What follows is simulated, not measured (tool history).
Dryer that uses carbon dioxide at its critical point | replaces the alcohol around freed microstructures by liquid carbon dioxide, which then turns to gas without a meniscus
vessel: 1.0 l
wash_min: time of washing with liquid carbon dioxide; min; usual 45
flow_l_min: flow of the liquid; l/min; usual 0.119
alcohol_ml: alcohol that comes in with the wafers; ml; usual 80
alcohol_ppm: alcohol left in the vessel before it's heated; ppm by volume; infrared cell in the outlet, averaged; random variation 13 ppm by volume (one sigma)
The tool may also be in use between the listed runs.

run   hour  wash_min  flow_l_min  alcohol_ml  alcohol_ppm
  1      0        45       0.119          80         1047
  2   12.1        45       0.119          80         1061
  3   19.5        45       0.119          80         1059
  4   28.6        27       0.119          80         5832
  5   44.2        45       0.119          70          940
  6   61.5        45       0.119          65          891
  7   69.2        45       0.119          65          915
  8   83.1        45       0.119          65          906
  9   96.4        45       0.119          65          910
 10  103.8        42       0.119          80         1481
 11  115.8        42       0.119          80         1404
 12  126.1        42       0.119          80         1452
 13  137.1        42       0.119          80         1485
 14  146.3        42       0.119          80         1471
 15  160.8        50       0.104          65         1024
 16  170.6        50       0.104          65         1031
 17  183.8        50       0.104          65         1018
 18  192.2        48       0.184          21           87
 19  207.6        48       0.184          21           92
 20  218.2        48       0.184          21          104
 21  229.1        48       0.184          21          102
 22  245.9        67       0.184          68           81
 23    254        64       0.184          49           92
 24  266.7        57       0.097          72          909

Forecast each of these 5 alternatives for the next run:
  A  281.6        56       0.119          80            ?
  B  281.6        57       0.105          72            ?
  C  281.6        45       0.153          80            ?
  D  281.6        57       0.163          47            ?
  E  281.6        45       0.178          80            ?

run  alcohol_ppm
  A          448
  B          662
  C          405
  D          113
  E          212
Without the tool's hidden state the same runs would have given:
run  alcohol_ppm
  A          253
  B          420
  C          225
  D           23
  E           88
